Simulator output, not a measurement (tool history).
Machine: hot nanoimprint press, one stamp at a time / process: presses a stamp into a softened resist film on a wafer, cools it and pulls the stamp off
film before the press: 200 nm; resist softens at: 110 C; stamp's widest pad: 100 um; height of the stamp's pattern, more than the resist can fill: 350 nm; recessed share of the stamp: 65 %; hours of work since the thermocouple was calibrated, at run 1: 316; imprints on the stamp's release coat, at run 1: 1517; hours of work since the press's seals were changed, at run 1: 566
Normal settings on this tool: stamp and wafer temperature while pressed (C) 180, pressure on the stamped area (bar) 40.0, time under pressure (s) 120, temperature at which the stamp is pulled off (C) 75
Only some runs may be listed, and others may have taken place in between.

run     day  stamp and wafer temperature while pressed (C)  pressure on the stamped area (bar)  time under pressure (s)  temperature at which the stamp is pulled off (C)  hours of work since the thermocouple was calibrated  imprints on the stamp's release coat  hours of work since the press's seals were changed  resist left under the stamp's widest pad (angstrom)  greatest force while the stamp is pulled off (N)
  1   0.000                                            180                                40.0                      120                                                75                                                  316                                  1517                                                 566                                                  846                                               267
      2.038  -- stamp cleaned and given a new release coat
  2   2.050                                            180                                40.0                      120                                                75                                                  337                                     1                                                 587                                                  849                                               215
  3   3.533                                            180                                30.0                      120                                                75                                                  355                                    95                                                 604                                                  957                                               214
  4   5.396                                            192                                40.0                      120                                                75                                                  376                                   213                                                 626                                                  444                                               225
      5.879  -- press's hydraulic seals changed and the load cell set to zero
  5   7.442                                            192                                34.8                      120                                                75                                                  396                                   322                                                  18                                                  463                                               229
  6   9.188                                            192                                34.8                      120                                                75                                                  417                                   433                                                  39                                                  476                                               236
  7   9.988                                            188                                40.0                      120                                                75                                                  426                                   484                                                  48                                                  538                                               234
  8  10.771                                            188                                40.0                      120                                                75                                                  435                                   534                                                  57                                                  545                                               234
     11.304  -- plate thermocouple calibrated
  9  11.975                                            180                                40.0                       73                                                75                                                    8                                   602                                                  70                                                 1031                                               235
 10  13.096                                            171                                40.0                      120                                                75                                                   21                                   674                                                  83                                                 1371                                               237
 11  13.988                                            171                                40.0                      120                                                75                                                   31                                   730                                                  94                                                 1371                                               249
 12  15.533                                            171                                40.0                      120                                                75                                                   50                                   828                                                 112                                                 1373                                               247
 13  16.842                                            180                                40.0                      120                                                75                                                   65                                   911                                                 127                                                  862                                               244
 14  18.050                                            180                                40.0                      120                                                75                                                   79                                   988                                                 141                                                  873                                               255
 15  18.933                                            180                                40.0                      120                                                75                                                   89                                  1044                                                 151                                                  866                                               248
 16  19.750                                            180                                40.0                       72                                                75                                                   99                                  1096                                                 161                                                 1049                                               254
 17  20.600                                            180                                40.0                       72                                                75                                                  109                                  1150                                                 171                                                 1058                                               254
 18  21.438                                            180                                40.0                       72                                                75                                                  119                                  1203                                                 181                                                 1045                                               258
     22.775  -- plate thermocouple calibrated, once more
 19  23.183                                            170                                40.0                      120                                                75                                                    5                                  1307                                                 200                                                 1326                                               239
 20  25.008                                            180                                40.0                      101                                                70                                                   26                                  1422                                                 221                                                  848                                               295
 21  26.325                                            180                                38.6                      120                                                80                                                   42                                  1506                                                 237                                                  806                                               217
 22  27.129                                            174                                42.9                      120                                                80                                                   51                                  1557                                                 246                                                 1069                                               218
     28.475  -- stamp cleaned and given a new release coat
 23  29.192                                            171                                31.9                      164                                                80                                                   72                                    45                                                 267                                                 1288                                               182
 24  30.438                                            172                                33.9                       73                                                74                                                   87                                   124                                                 282                                                 1468                                               225
 25  31.646                                            172                                33.9                       73                                                74                                                  101                                   201                                                 296                                                 1475                                               231
 26  33.462                                            172                                31.8                       86                                                75                                                  122                                   316                                                 317                                                 1450                                               225
 27  34.279                                            172                                37.5                      199                                                75                                                  132                                   368                                                 327                                                 1094                                               221
 28  35.775                                            172                                24.0                      199                                                75                                                  149                                   463                                                 344                                                 1271                                               226
 29  36.792                                            172                                24.0                      199                                                75                                                  161                                   528                                                 356                                                 1270                                               227
 30  38.300                                            181                                24.0                      199                                                73                                                  179                                   624                                                 374                                                  801                                               251
 31  39.458                                            181                                34.2                      199                                                67                                                  193                                   697                                                 388                                                  662                                               284

Branching from run 31: 3 alternative next runs. What would each branch give?
  A  41.117                                            181                                37.4                      222                                                67                                                  212                                   803                                                 407                                                    ?                                                 ?
  B  41.117                                            181                                48.4                      199                                                67                                                  212                                   803                                                 407                                                    ?                                                 ?
  C  41.117                                            172                                34.2                      199                                                67                                                  212                                   803                                                 407                                                    ?                                                 ?

run  resist left under the stamp's widest pad (angstrom)  greatest force while the stamp is pulled off (N)
  A                                                  618                                               286
  B                                                  577                                               293
  C                                                 1132                                               280
Without the tool's hidden state the same runs would have given:
run  resist left under the stamp's widest pad (angstrom)  greatest force while the stamp is pulled off (N)
  A                                                  589                                               255
  B                                                  548                                               262
  C                                                 1087                                               250
